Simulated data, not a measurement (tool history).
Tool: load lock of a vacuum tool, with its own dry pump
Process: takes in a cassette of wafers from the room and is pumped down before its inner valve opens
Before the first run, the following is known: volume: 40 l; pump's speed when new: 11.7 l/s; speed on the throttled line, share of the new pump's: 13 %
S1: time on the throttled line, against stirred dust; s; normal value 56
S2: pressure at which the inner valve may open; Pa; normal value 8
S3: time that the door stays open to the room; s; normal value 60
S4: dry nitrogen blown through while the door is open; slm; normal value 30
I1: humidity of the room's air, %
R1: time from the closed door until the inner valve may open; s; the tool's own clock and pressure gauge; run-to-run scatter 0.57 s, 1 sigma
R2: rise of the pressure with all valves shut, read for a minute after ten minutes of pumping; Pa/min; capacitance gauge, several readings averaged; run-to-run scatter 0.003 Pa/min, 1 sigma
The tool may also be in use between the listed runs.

run 1 hour=0 | S1=56 S2=8 S3=60 S4=30 | I1=46.7 | R1=92.3 R2=0.608
-- hour=207.7 dry pump taken out, an overhauled one fitted
run 2 hour=511.4 | S1=56 S2=8 S3=60 S4=30 | I1=49.1 | R1=81.7 R2=0.64
run 3 hour=974.8 | S1=56 S2=9 S3=60 S4=30 | I1=43.7 | R1=81.3 R2=0.655
run 4 hour=1400.8 | S1=56 S2=9 S3=60 S4=30 | I1=45.4 | R1=81 R2=0.698
run 5 hour=1651.2 | S1=56 S2=9 S3=60 S4=30 | I1=42.9 | R1=81.3 R2=0.699
run 6 hour=2050.9 | S1=56 S2=8 S3=60 S4=30 | I1=44.8 | R1=80.7 R2=0.732
-- hour=2396.7 door's seal changed, seat wiped
run 7 hour=2398.5 | S1=56 S2=8 S3=60 S4=30 | I1=44.7 | R1=82.7 R2=0.011
run 8 hour=2757.6 | S1=56 S2=8 S3=60 S4=39 | I1=44.4 | R1=82.5 R2=0.017
run 9 hour=3139.7 | S1=29 S2=8 S3=60 S4=30 | I1=45 | R1=59.8 R2=0.023
run 10 hour=3397.6 | S1=29 S2=8 S3=60 S4=30 | I1=46.4 | R1=60.3 R2=0.026
run 11 hour=3716.4 | S1=44 S2=7 S3=151 S4=9 | I1=42.8 | R1=73 R2=0.052
run 12 hour=3926 | S1=56 S2=13 S3=154 S4=30 | I1=47.9 | R1=81.2 R2=0.039
run 13 hour=4346.7 | S1=56 S2=13 S3=154 S4=30 | I1=43.2 | R1=81.1 R2=0.042
run 14 hour=4846.1 | S1=79 S2=7 S3=58 S4=30 | I1=45.1 | R1=104.4 R2=0.053
run 15 hour=5089 | S1=79 S2=7 S3=58 S4=30 | I1=45.1 | R1=104.5 R2=0.057
run 16 hour=5582.3 | S1=79 S2=7 S3=58 S4=30 | I1=44.8 | R1=104.4 R2=0.063
run 17 hour=6051.5 | S1=79 S2=7 S3=58 S4=30 | I1=46.3 | R1=105.6 R2=0.076
run 18 hour=6497 | S1=79 S2=7 S3=58 S4=30 | I1=48 | R1=104.9 R2=0.086

Forecast each of these 4 alternatives for the next run:
run A hour=6827.2 | S1=88 S2=8 S3=60 S4=30 | I1=48.5 | R1=? R2=?
run B hour=6827.2 | S1=57 S2=8 S3=60 S4=30 | I1=46.6 | R1=? R2=?
run C hour=6827.2 | S1=56 S2=7 S3=126 S4=9 | I1=44.1 | R1=? R2=?
run D hour=6827.2 | S1=79 S2=7 S3=121 S4=30 | I1=42.7 | R1=? R2=?

run=A R1=112.1 R2=0.086
run=B R1=86.6 R2=0.089
run=C R1=85.4 R2=0.109
run=D R1=104.4 R2=0.098
The same runs, with their run-to-run variation unchanged, on a tool lacking any hidden condition would have given:
run=A R1=109.1 R2=0.004
run=B R1=82.9 R2=0.006
run=C R1=81.7 R2=0.025
run=D R1=101.3 R2=0.015

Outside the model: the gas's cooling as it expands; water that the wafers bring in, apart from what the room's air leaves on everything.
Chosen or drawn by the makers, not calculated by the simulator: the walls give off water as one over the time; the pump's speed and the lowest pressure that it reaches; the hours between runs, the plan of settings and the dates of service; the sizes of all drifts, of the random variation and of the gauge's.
